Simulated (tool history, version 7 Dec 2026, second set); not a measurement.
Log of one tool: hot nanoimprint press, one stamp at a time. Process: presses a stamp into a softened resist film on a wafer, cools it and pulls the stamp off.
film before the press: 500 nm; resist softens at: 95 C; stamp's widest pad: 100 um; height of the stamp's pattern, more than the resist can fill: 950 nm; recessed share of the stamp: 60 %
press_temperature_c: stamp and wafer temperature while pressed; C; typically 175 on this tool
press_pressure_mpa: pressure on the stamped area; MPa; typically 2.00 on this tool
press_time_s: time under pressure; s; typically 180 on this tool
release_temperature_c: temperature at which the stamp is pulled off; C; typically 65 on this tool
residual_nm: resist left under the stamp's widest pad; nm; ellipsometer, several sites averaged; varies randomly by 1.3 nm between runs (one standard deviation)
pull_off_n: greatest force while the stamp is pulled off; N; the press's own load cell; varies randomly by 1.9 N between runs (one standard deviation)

| run | day | press_temperature_c | press_pressure_mpa | press_time_s | release_temperature_c | residual_nm | pull_off_n |
|---|---|---|---|---|---|---|---|
| 1 | 0.000 | 175 | 2.00 | 180 | 65 | 297.0 | 106 |
| 2 | 0.654 | 175 | 2.00 | 180 | 65 | 295.4 | 104 |
| 3 | 1.275 | 175 | 2.00 | 180 | 65 | 293.9 | 104 |
| 4 | 1.933 | 178 | 2.00 | 180 | 65 | 268.5 | 107 |
| 5 | 2.338 | 178 | 2.00 | 180 | 65 | 271.5 | 105 |
| 6 | 2.704 | 178 | 2.00 | 180 | 65 | 270.9 | 104 |
| 7 | 3.117 | 179 | 1.54 | 180 | 65 | 290.0 | 107 |

Run 8 is up next; what results do you expect?
| 8 | 3.704 | 167 | 2.32 | 111 | 50 | ? | ? |

Run 8 measured residual_nm 379.2 nm, pull_off_n 109 N.
The same run, on a tool lacking any hidden state, would have yielded residual_nm 384.0 nm, pull_off_n 109 N.
